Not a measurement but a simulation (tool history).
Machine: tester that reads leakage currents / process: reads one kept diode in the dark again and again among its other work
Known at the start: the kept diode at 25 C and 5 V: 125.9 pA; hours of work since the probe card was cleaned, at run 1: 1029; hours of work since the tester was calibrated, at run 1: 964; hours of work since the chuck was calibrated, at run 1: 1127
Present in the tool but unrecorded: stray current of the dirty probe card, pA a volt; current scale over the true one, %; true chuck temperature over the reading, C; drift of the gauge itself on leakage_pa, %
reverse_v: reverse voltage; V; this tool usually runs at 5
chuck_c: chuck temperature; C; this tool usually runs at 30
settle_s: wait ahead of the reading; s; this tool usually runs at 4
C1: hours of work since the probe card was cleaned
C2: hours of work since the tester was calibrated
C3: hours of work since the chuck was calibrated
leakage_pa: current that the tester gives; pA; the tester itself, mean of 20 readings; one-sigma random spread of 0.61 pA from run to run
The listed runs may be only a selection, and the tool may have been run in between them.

Run 1, day 0: usual settings; C1 1029; C2 964; C3 1127. Result: leakage_pa 201.83 pA.
Run 2, day 1.45: usual settings; C1 1044; C2 979; C3 1141. Result: leakage_pa 201.28 pA.
Run 3, day 2.912: usual settings; C1 1059; C2 994; C3 1156. Result: leakage_pa 203.09 pA.
Run 4, day 5.017: usual settings; C1 1080; C2 1015; C3 1177. Result: leakage_pa 201.63 pA.
Run 5, day 6.246: usual settings but chuck_c 44 C; C1 1092; C2 1028; C3 1190. Result: leakage_pa 686.13 pA.
Run 6, day 8.271: usual settings but reverse_v 7.67 V; C1 1113; C2 1048; C3 1210. Result: leakage_pa 229.49 pA.
Run 7, day 9.246: usual settings but reverse_v 7.67 V; C1 1123; C2 1058; C3 1220. Result: leakage_pa 229.37 pA.
Run 8, day 10.929: usual settings but reverse_v 7.67 V; C1 1140; C2 1075; C3 1237. Result: leakage_pa 229.17 pA.
Run 9, day 12.983: usual settings but chuck_c 36 C; C1 1161; C2 1096; C3 1258. Result: leakage_pa 347.25 pA.
Run 10, day 14.733: usual settings but chuck_c 36 C; C1 1178; C2 1113; C3 1276. Result: leakage_pa 345.35 pA.
Run 11, day 16.383: usual settings but chuck_c 36 C; C1 1195; C2 1130; C3 1292. Result: leakage_pa 346.2 pA.
Run 12, day 18.779: usual settings but chuck_c 36 C; C1 1219; C2 1154; C3 1317. Result: leakage_pa 345.7 pA.
Run 13, day 20.971: usual settings; C1 1242; C2 1177; C3 1339. Result: leakage_pa 202 pA.
Run 14, day 22.421: usual settings; C1 1256; C2 1191; C3 1354. Result: leakage_pa 201.21 pA.
Run 15, day 24.325: usual settings but chuck_c 41 C; C1 1276; C2 1211; C3 1373. Result: leakage_pa 536.56 pA.
Run 16, day 25.479: usual settings but chuck_c 41 C; C1 1287; C2 1222; C3 1385. Result: leakage_pa 534.31 pA.
Run 17, day 26.583: usual settings but chuck_c 32 C; C1 1298; C2 1233; C3 1396. Result: leakage_pa 242.23 pA.
Run 18, day 28.804: usual settings; C1 1321; C2 1256; C3 1418. Result: leakage_pa 201.04 pA.
Run 19, day 31.075: usual settings; C1 1344; C2 1279; C3 1441. Result: leakage_pa 201.19 pA.
Run 20, day 33.246: usual settings; C1 1366; C2 1301; C3 1463. Result: leakage_pa 202.61 pA.
Run 21, day 34.954: usual settings but reverse_v 15.86 V, settle_s 0.64 s; C1 1383; C2 1318; C3 1481. Result: leakage_pa 293.55 pA.
Run 22, day 35.992: usual settings but reverse_v 15.86 V, settle_s 0.64 s; C1 1394; C2 1329; C3 1491. Result: leakage_pa 292.49 pA.
Run 23, day 38.288: usual settings but reverse_v 15.86 V, chuck_c 25 C, settle_s 3.87 s; C1 1417; C2 1352; C3 1514. Result: leakage_pa 180.62 pA.
Run 24, day 39.308: usual settings but reverse_v 15.86 V, chuck_c 34 C, settle_s 6.34 s; C1 1427; C2 1362; C3 1525. Result: leakage_pa 410.58 pA.
Run 25, day 41.321: usual settings but reverse_v 15.86 V, chuck_c 34 C, settle_s 6.34 s; C1 1448; C2 1383; C3 1545. Result: leakage_pa 411.13 pA.
Run 26, day 43.217: usual settings but reverse_v 15.86 V, chuck_c 34 C, settle_s 6.34 s; C1 1467; C2 1402; C3 1564. Result: leakage_pa 411.57 pA.
Run 27, day 45.429: usual settings but reverse_v 5.81 V, settle_s 3.12 s; C1 1489; C2 1424; C3 1587. Result: leakage_pa 209.38 pA.
Run 28, day 47.138: usual settings but chuck_c 42 C, settle_s 8.34 s; C1 1507; C2 1442; C3 1604. Result: leakage_pa 583.64 pA.
Run 29, day 49.033: usual settings but chuck_c 42 C, settle_s 8.34 s; C1 1526; C2 1461; C3 1623. Result: leakage_pa 583.41 pA.
Run 30, day 50.25: usual settings but reverse_v 11.75 V, chuck_c 36 C, settle_s 0.57 s; C1 1538; C2 1473; C3 1635. Result: leakage_pa 452.48 pA.
Run 31, day 51.917: usual settings but reverse_v 11.75 V, chuck_c 36 C, settle_s 0.57 s; C1 1555; C2 1490; C3 1652. Result: leakage_pa 452.57 pA.
Run 32, day 53.288: usual settings but chuck_c 56 C, settle_s 0.88 s; C1 1569; C2 1504; C3 1666. Result: leakage_pa 1828.37 pA.
Run 33, day 55.475: usual settings but chuck_c 56 C, settle_s 0.88 s; C1 1591; C2 1526; C3 1688. Result: leakage_pa 1818.5 pA.
Run 34, day 56.458: usual settings but reverse_v 15.63 V, chuck_c 31 C, settle_s 8.73 s; C1 1601; C2 1536; C3 1698. Result: leakage_pa 313.2 pA.
Run 35, day 58.183: usual settings but reverse_v 15.63 V, chuck_c 31 C, settle_s 8.73 s; C1 1618; C2 1553; C3 1716. Result: leakage_pa 313.4 pA.
Run 36, day 60.529: usual settings but reverse_v 15.63 V, chuck_c 31 C, settle_s 8.73 s; C1 1642; C2 1577; C3 1740. Result: leakage_pa 312.31 pA.
Run 37, day 61.679: usual settings but reverse_v 15.63 V, chuck_c 59 C, settle_s 0.38 s; C1 1654; C2 1589; C3 1751. Result: leakage_pa 3259.19 pA.
At day 63.125: chuck's temperature calibrated.
Run 38, day 63.275: usual settings but reverse_v 1.15 V, chuck_c 50 C, settle_s 0.81 s; C1 1669; C2 1604; C3 1. Result: leakage_pa 726.24 pA.
Run 39, day 64.596: usual settings but reverse_v 3.48 V, chuck_c 50 C, settle_s 1.23 s; C1 1682; C2 1618; C3 15. Result: leakage_pa 1008.79 pA.
Run 40, day 66.404: usual settings but reverse_v 8.97 V, settle_s 2.74 s; C1 1701; C2 1636; C3 33. Result: leakage_pa 240.44 pA.

Branching from run 40: 3 alternative next runs. What would each branch give?
Run A, day 68.65: usual settings but reverse_v 8.97 V, chuck_c 31 C, settle_s 2.74 s; C1 1724; C2 1659; C3 56. Result: leakage_pa ?.
Run B, day 68.65: usual settings but reverse_v 8.97 V, settle_s 0.6 s; C1 1724; C2 1659; C3 56. Result: leakage_pa ?.
Run C, day 68.65: usual settings but reverse_v 14.72 V, chuck_c 21 C, settle_s 8.3 s; C1 1724; C2 1659; C3 56. Result: leakage_pa ?.

run  leakage_pa
  A      265.86
  B      244.98
  C      119.59
Without the tool's unlogged condition, the same runs would have read:
run  leakage_pa
  A      265.76
  B      244.89
  C      119.47

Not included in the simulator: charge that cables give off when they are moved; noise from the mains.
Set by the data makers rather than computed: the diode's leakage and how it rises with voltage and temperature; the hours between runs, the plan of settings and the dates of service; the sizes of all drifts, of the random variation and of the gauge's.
